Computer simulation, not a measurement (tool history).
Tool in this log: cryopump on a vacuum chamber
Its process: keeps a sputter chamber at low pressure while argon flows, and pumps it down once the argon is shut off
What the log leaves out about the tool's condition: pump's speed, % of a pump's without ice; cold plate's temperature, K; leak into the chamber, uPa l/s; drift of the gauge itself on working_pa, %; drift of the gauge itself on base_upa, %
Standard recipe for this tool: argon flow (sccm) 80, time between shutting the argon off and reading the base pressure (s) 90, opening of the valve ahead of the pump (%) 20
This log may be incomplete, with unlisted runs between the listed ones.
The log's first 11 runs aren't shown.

run,hour,argon flow (sccm),time between shutting the argon off and reading the base pressure (s),opening of the valve ahead of the pump (%),hours of work since the pump was warmed up and emptied,hours of work since the cold head was overhauled,hours of work since the chamber's fittings were tightened,pressure while argon flows (Pa),pressure after the wait (uPa)
12,252.3,80,90,20,36,418,698,0.3273,0.96
13,270.6,80,90,20,46,427,708,0.3278,1.01
14,285.2,80,90,20,54,435,715,0.3272,1.02
15,316.3,80,90,20,70,451,732,0.3287,1.04
16,342.2,80,90,20,84,465,745,0.3278,1.09
17,369.4,80,90,20,98,479,759,0.3301,1.07
18,388.1,80,129,20,108,489,769,0.3291,0.9
19,406.5,80,129,20,117,499,779,0.3334,0.92
20,439.1,80,129,20,135,516,796,0.3315,0.96
21,455.7,80,39,16,143,525,805,0.4147,1.79
22,480.8,80,39,16,156,538,818,0.4186,1.77
23,512.7,35,128,22,173,554,835,0.1339,0.98
24,541.1,53,38,22,188,569,850,0.204,1.86
25,574,109,156,22,205,587,867,0.4232,0.92
26,601.4,109,156,22,220,601,881,0.4227,1.01
27,627.9,137,86,54,234,615,895,0.2365,1.27
28,647.9,137,86,54,244,625,906,0.2397,1.28
29,679.6,137,86,54,261,642,922,0.2412,1.33
30,707,51,48,43,275,656,937,0.1113,1.7
31,722.9,43,90,20,284,665,945,0.1873,1.31
32,740.7,43,89,42,293,674,954,0.0962,1.36
33,771.6,44,90,20,309,690,971,0.1935,1.35
34,790.8,44,90,20,319,701,981,0.1939,1.29
35,811.7,49,226,20,330,712,992,0.2135,1.05

3 options for the next run, each taken on its own from the tool as it stands now. Forecast them:
A,829,80,90,48,339,721,1001,?,?
B,829,80,90,49,339,721,1001,?,?
C,829,58,163,30,339,721,1001,?,?

run,pressure while argon flows (Pa),pressure after the wait (uPa)
A,0.1642,1.43
B,0.1626,1.4
C,0.1786,1.15
Take away the tool's hidden state, keep each run's random variation, and the runs would have read:
run,pressure while argon flows (Pa),pressure after the wait (uPa)
A,0.135,0.68
B,0.1332,0.66
C,0.1573,0.4

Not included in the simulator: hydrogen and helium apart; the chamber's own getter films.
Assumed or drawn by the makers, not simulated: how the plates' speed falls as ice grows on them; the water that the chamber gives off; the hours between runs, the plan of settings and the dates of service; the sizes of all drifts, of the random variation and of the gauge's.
